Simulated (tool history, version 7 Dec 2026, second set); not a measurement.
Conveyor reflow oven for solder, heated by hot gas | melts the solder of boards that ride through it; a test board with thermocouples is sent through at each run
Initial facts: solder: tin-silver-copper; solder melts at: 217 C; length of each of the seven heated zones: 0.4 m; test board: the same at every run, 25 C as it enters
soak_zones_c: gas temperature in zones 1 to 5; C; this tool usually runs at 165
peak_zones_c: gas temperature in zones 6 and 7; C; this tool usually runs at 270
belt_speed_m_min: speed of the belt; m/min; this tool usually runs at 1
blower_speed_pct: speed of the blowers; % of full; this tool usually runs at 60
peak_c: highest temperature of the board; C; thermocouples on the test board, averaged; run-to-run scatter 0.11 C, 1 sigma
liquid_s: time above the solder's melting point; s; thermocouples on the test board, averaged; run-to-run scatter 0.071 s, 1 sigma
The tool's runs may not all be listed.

| run | hour | soak_zones_c | peak_zones_c | belt_speed_m_min | blower_speed_pct | peak_c | liquid_s |
|---|---|---|---|---|---|---|---|
| 1 | 0 | 165 | 270 | 1 | 60 | 248.3 | 31.29 |
| 2 | 26.7 | 165 | 270 | 1 | 60 | 248.3 | 31.32 |
| 3 | 55.8 | 165 | 277 | 1 | 60 | 254.1 | 34.26 |
| 4 | 89.6 | 165 | 277 | 1 | 60 | 254.1 | 34.19 |
| 5 | 113.9 | 172 | 270 | 1 | 60 | 249.5 | 33.59 |
| 6 | 143.1 | 172 | 270 | 1 | 60 | 249.7 | 33.45 |
| 7 | 173 | 172 | 270 | 1 | 60 | 249.8 | 33.6 |
| 8 | 215.1 | 172 | 270 | 1 | 60 | 249.6 | 33.59 |
| 9 | 260.5 | 172 | 270 | 1 | 60 | 249.6 | 33.56 |
| 10 | 297 | 172 | 270 | 1 | 60 | 249.7 | 33.53 |
| 11 | 322.6 | 172 | 270 | 1 | 86 | 257.2 | 38.03 |
| 12 | 348.6 | 172 | 270 | 1 | 86 | 257.2 | 38.08 |
| 13 | 384 | 172 | 270 | 1 | 86 | 257.2 | 38.1 |
| 14 | 420.4 | 165 | 269 | 1 | 60 | 247.3 | 30.91 |
| 15 | 462.8 | 165 | 269 | 1 | 60 | 247.1 | 30.9 |
| 16 | 509.4 | 156 | 284 | 0.91 | 53 | 259.3 | 38.32 |
| 17 | 545.5 | 175 | 263 | 1 | 54 | 242 | 29.55 |
| 18 | 580.9 | 175 | 263 | 1 | 54 | 242.1 | 29.54 |
| 19 | 627.4 | 165 | 273 | 1 | 52 | 247 | 30.24 |
| 20 | 656.3 | 162 | 285 | 1.11 | 77 | 262.8 | 33.7 |
| 21 | 698.2 | 163 | 285 | 0.86 | 66 | 269.2 | 46.91 |
| 22 | 747.2 | 173 | 266 | 1.12 | 72 | 246.7 | 28.9 |
| 23 | 786.8 | 173 | 277 | 1.12 | 53 | 247.8 | 28.25 |
| 24 | 819.9 | 150 | 277 | 1.12 | 51 | 239.8 | 19.98 |
| 25 | 842.4 | 163 | 283 | 1 | 83 | 267.1 | 39.49 |
| 26 | 889.7 | 159 | 261 | 0.98 | 66 | 242.4 | 28 |
| 27 | 920.1 | 159 | 261 | 0.98 | 66 | 242.3 | 28.04 |
| 28 | 944 | 178 | 274 | 0.95 | 90 | 263.7 | 43.9 |
| 29 | 984.5 | 150 | 261 | 1.06 | 78 | 242 | 24.54 |

Taken out of this log: 4 entries between the listed runs. Where each belongs, and how the hidden state differs across it:
After run 6, before run 7: flux residue cleaned out of gas plates and filters (hour 157.7)
  heat that the gas passes to the board, % of a clean oven's: 99.8 -> 100
  difference, measured minus the result without the unlogged condition, liquid_s: +0 -> +0.03 s
After run 17, before run 18: flux residue cleaned out of gas plates and filters (hour 568.6)
  heat that the gas passes to the board, % of a clean oven's: 99.8 -> 100
  difference, measured minus the result without the unlogged condition, liquid_s: +0 -> +0.03 s
After run 28, before run 29: thermocouples of zones 6 and 7 changed (hour 957.7); flux residue cleaned out of gas plates and filters (hour 984.5)
  heat that the gas passes to the board, % of a clean oven's: 99.8 -> 100; true gas temperature in zones 6 and 7 over the reading, C: -0.07 -> 0.02
  difference, measured minus the result without the unlogged condition, liquid_s: +0.03 -> +0.08 s

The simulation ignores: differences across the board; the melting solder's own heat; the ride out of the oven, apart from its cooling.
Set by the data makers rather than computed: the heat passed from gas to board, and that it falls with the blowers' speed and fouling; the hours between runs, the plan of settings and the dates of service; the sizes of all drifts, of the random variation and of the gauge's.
